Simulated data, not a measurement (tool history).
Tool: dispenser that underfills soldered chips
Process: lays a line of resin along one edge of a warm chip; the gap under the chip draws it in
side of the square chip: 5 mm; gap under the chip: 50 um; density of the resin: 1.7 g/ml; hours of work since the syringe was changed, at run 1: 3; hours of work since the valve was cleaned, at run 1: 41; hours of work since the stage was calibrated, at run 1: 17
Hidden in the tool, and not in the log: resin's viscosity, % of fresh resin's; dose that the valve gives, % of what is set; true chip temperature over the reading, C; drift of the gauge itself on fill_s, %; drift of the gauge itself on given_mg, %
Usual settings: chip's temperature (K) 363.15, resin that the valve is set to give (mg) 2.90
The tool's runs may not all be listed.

run  hour  chip's temperature (K)  resin that the valve is set to give (mg)  hours of work since the syringe was changed  hours of work since the valve was cleaned  hours of work since the stage was calibrated  time until the resin shows at the far edge (s)  resin that the valve gave (mg)
  1   0.0                  363.15                                      2.90                                            3                                         41                                            17                                            15.0                            2.83
  2   2.6                  363.15                                      3.44                                            5                                         43                                            19                                            15.6                            3.33
      5.4  -- new syringe of resin
  3   6.3                  363.15                                      3.44                                            1                                         46                                            22                                            13.7                            3.36
  4   9.0                  363.15                                      3.44                                            3                                         48                                            24                                            13.9                            3.34
  5  12.8                  363.15                                      2.90                                            5                                         50                                            26                                            16.9                            2.81
     14.5  -- new syringe of resin
  6  17.6                  363.15                                      2.90                                            2                                         54                                            30                                            14.4                            2.84
  7  20.0                  363.15                                      2.90                                            4                                         55                                            31                                            14.8                            2.81
     23.8  -- new syringe of resin
  8  23.8                  363.15                                      2.90                                            0                                         58                                            34                                            13.2                            2.79
  9  27.5                  363.15                                      3.04                                            3                                         61                                            37                                            15.1                            2.91
 10  32.3                  363.15                                      3.04                                            6                                         64                                            40                                            16.6                            2.93
     32.9  -- new syringe of resin
 11  35.2                  363.15                                      3.04                                            2                                         66                                            42                                            14.2                            2.94
 12  38.4                  363.15                                      3.04                                            4                                         68                                            44                                            15.3                            2.92
     42.0  -- new syringe of resin
 13  43.8                  363.15                                      2.90                                            1                                         72                                            48                                            13.9                            2.79
 14  46.2                  353.15                                      3.78                                            3                                         74                                            50                                            18.8                            3.60
 15  49.7                  376.15                                      3.11                                            6                                         76                                            52                                            11.8                            2.95
     51.3  -- new syringe of resin
 16  54.9                  352.15                                      2.63                                            3                                         80                                            56                                            21.2                            2.47
 17  59.9                  352.15                                      3.20                                            6                                         83                                            59                                            23.4                            3.01
     60.6  -- new syringe of resin
 18  64.1                  354.15                                      2.79                                            3                                         86                                            62                                            19.4                            2.64
 19  66.3                  352.15                                      3.57                                            4                                         88                                            64                                            20.2                            3.38
     69.7  -- new syringe of resin
 20  71.4                  349.15                                      3.38                                            1                                         91                                            67                                            19.8                            3.21
 21  76.2                  349.15                                      3.38                                            5                                         95                                            71                                            23.1                            3.17
 22  78.4                  352.15                                      3.70                                            6                                         96                                            72                                            21.8                            3.49
     79.2  -- new syringe of resin
 23  81.8                  352.15                                      2.96                                            2                                         98                                            74                                            19.2                            2.81
 24  86.7                  365.15                                      3.45                                            5                                        102                                            78                                            15.2                            3.24
     88.5  -- new syringe of resin
 25  92.2                  359.15                                      3.20                                            3                                        106                                            82                                            16.4                            2.99
 26  96.0                  359.15                                      3.20                                            5                                        109                                            85                                            17.8                            3.00

Hidden state or all else? Some run-to-run changes of time until the resin shows at the far edge (s), split into what the settings, what came in and random variation would give without the hidden state, and what is left for the hidden state (with any gauge scatter that isn't in both results):
Run 14 -> 15: chip's temperature (K) 353.15 -> 376.15, resin that the valve is set to give (mg) 3.78 -> 3.11. time until the resin shows at the far edge (s) -7.0: hidden state +0.3, all else -7.3.
Run 15 -> 16: chip's temperature (K) 376.15 -> 352.15, resin that the valve is set to give (mg) 3.11 -> 2.63, new syringe of resin. time until the resin shows at the far edge (s) +9.4: hidden state +0.2, all else +9.2.
Run 17 -> 18: chip's temperature (K) 352.15 -> 354.15, resin that the valve is set to give (mg) 3.20 -> 2.79, new syringe of resin. time until the resin shows at the far edge (s) -4.0: hidden state -3.1, all else -0.9.
Run 20 -> 21: no setting changed, nothing entered. time until the resin shows at the far edge (s) +3.3: hidden state +2.9, all else +0.4.

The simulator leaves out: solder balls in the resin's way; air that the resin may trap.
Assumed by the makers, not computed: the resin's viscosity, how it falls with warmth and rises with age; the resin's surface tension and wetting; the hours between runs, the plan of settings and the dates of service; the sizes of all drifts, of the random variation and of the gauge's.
